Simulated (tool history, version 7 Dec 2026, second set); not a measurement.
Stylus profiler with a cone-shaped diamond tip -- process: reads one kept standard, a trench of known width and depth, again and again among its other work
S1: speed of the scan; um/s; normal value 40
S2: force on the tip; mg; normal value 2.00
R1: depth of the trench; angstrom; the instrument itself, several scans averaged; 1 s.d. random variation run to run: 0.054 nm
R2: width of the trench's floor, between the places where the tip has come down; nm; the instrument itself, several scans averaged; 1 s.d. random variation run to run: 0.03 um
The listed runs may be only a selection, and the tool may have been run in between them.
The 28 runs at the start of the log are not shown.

run	hour	S1	S2	R1	R2
29	628.4	37	1.55	1014.3	18320
30	649.8	37	1.55	1013.4	18320
31	677.7	60	0.75	1010.4	18060
32	703.0	11	4.97	1027.1	18430
33	727.4	22	1.91	1016.9	18390
34	740.2	47	2.00	1016.5	18230
35	762.1	77	1.65	1014.9	18080
36	791.2	126	2.00	1017.1	17960
37	813.7	43	1.12	1012.2	18190
38	827.6	43	1.26	1013.1	18200
39	841.6	43	1.26	1013.9	18210
40	865.1	46	3.09	1021.6	18310
41	882.7	46	3.09	1020.7	18240
42	907.2	46	3.09	1021.4	18250
# hour 916.3: height scale calibrated on a step standard
43	931.8	46	3.09	1017.1	18250
44	950.5	77	2.68	1015.0	18110
45	971.9	66	1.13	1008.1	18060
46	995.1	66	1.13	1008.9	18050
47	1023.7	82	1.35	1008.7	17990
48	1050.0	50	0.75	1007.0	18030

3 ways to go on from here, each from the tool as it stands after run 48. What would each give?
A	1066.7	72	1.22	?	?
B	1066.7	85	1.62	?	?
C	1066.7	29	2.00	?	?

run	R1	R2
A	1008.5	17980
B	1010.7	18020
C	1012.8	18230
Without the tool's unlogged condition, the same runs would have read:
run	R1	R2
A	1008.1	18360
B	1010.2	18400
C	1012.3	18610
